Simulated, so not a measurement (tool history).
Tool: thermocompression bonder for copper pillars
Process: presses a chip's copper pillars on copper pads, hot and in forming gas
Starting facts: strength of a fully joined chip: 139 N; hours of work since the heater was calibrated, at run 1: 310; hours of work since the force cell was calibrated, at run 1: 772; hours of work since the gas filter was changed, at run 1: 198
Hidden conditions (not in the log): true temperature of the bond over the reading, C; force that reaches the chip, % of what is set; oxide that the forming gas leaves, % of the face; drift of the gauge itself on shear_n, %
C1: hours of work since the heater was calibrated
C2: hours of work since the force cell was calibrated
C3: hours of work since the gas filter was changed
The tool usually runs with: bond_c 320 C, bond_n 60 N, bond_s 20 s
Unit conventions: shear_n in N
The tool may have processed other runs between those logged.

Run 1, hour 0: usual settings; C1 310; C2 772; C3 198. Result: shear_n 46.9 N.
Run 2, hour 23.7: usual settings; C1 320; C2 783; C3 208. Result: shear_n 47.2 N.
Run 3, hour 44.5: usual settings; C1 329; C2 792; C3 217. Result: shear_n 46.6 N.
Run 4, hour 62.5: usual settings; C1 337; C2 799; C3 225. Result: shear_n 46.3 N.
Run 5, hour 79.8: usual settings but bond_n 50 N; C1 344; C2 807; C3 232. Result: shear_n 42.6 N.
Run 6, hour 99: usual settings but bond_n 50 N; C1 353; C2 815; C3 241. Result: shear_n 41.7 N.
Run 7, hour 111: usual settings but bond_n 50 N; C1 358; C2 821; C3 246. Result: shear_n 42.2 N.
Run 8, hour 124.7: usual settings but bond_n 50 N; C1 364; C2 826; C3 252. Result: shear_n 42.2 N.
Run 9, hour 136.7: usual settings but bond_c 299 C; C1 369; C2 832; C3 257. Result: shear_n 37.8 N.
Run 10, hour 154.9: usual settings but bond_c 299 C; C1 377; C2 840; C3 265. Result: shear_n 37.6 N.
Run 11, hour 171.6: usual settings but bond_n 61 N; C1 384; C2 847; C3 272. Result: shear_n 46.2 N.
Run 12, hour 183: usual settings but bond_n 61 N; C1 389; C2 852; C3 277. Result: shear_n 46.6 N.
Run 13, hour 196.3: usual settings but bond_n 61 N; C1 395; C2 858; C3 283. Result: shear_n 46.7 N.
Run 14, hour 218.6: usual settings but bond_c 327 C; C1 404; C2 867; C3 293. Result: shear_n 48.8 N.
Run 15, hour 239.6: usual settings but bond_s 22 s; C1 414; C2 876; C3 302. Result: shear_n 47.3 N.
Run 16, hour 258: usual settings but bond_n 76 N, bond_s 28 s; C1 422; C2 884; C3 310. Result: shear_n 57.9 N.
Run 17, hour 275: usual settings but bond_n 63 N, bond_s 27 s; C1 429; C2 892; C3 317. Result: shear_n 51.9 N.
Run 18, hour 287.4: usual settings but bond_c 337 C, bond_n 83 N, bond_s 27 s; C1 434; C2 897; C3 323. Result: shear_n 68.2 N.
Run 19, hour 305.1: usual settings but bond_c 337 C, bond_n 83 N, bond_s 27 s; C1 442; C2 905; C3 330. Result: shear_n 67.5 N.
Run 20, hour 320: usual settings but bond_c 309 C, bond_n 42 N, bond_s 12 s; C1 448; C2 911; C3 337. Result: shear_n 27.1 N.
Run 21, hour 331.6: usual settings but bond_c 331 C, bond_n 51 N, bond_s 43 s; C1 453; C2 916; C3 342. Result: shear_n 60.8 N.
Run 22, hour 351.3: usual settings but bond_c 341 C, bond_n 51 N, bond_s 17 s; C1 462; C2 925; C3 350. Result: shear_n 46.6 N.
Run 23, hour 368.3: usual settings but bond_c 341 C, bond_n 80 N, bond_s 17 s; C1 469; C2 932; C3 358. Result: shear_n 58.1 N.
Run 24, hour 380.1: usual settings but bond_c 310 C, bond_n 37 N, bond_s 29 s; C1 475; C2 937; C3 363. Result: shear_n 36.9 N.
Run 25, hour 390.5: usual settings but bond_c 310 C, bond_n 37 N, bond_s 29 s; C1 479; C2 942; C3 367. Result: shear_n 37 N.
Run 26, hour 403.3: usual settings but bond_n 55 N, bond_s 29 s; C1 485; C2 947; C3 373. Result: shear_n 50.5 N.
Run 27, hour 418.6: usual settings but bond_c 337 C, bond_n 73 N; C1 491; C2 954; C3 379. Result: shear_n 57.2 N.
At hour 435.6: forming gas filter changed.
Run 28, hour 439.8: usual settings but bond_c 337 C, bond_n 73 N; C1 500; C2 963; C3 2. Result: shear_n 60.4 N.
At hour 463: force cell calibrated.
Run 29, hour 463: usual settings but bond_c 321 C, bond_n 80 N; C1 510; C2 0; C3 11. Result: shear_n 57.9 N.

For each entry between runs, how does the tool's hidden state at the last listed run before it compare with that at the first listed run after it?
Between runs 27 and 28: forming gas filter changed (hour 435.6)
  force that reaches the chip, % of what is set: 92.4 -> 92.3; oxide that the forming gas leaves, % of the face: 6.27 -> 0.61
  the result without the hidden state subtracted from the measured one, shear_n: -7 -> -3.6 N
Between runs 28 and 29: force cell calibrated (hour 463)
  true temperature of the bond over the reading, C: -2.5 -> -2.6; force that reaches the chip, % of what is set: 92.3 -> 99.7; oxide that the forming gas leaves, % of the face: 0.61 -> 0.75
  the result without the hidden state subtracted from the measured one, shear_n: -3.6 -> -1.4 N

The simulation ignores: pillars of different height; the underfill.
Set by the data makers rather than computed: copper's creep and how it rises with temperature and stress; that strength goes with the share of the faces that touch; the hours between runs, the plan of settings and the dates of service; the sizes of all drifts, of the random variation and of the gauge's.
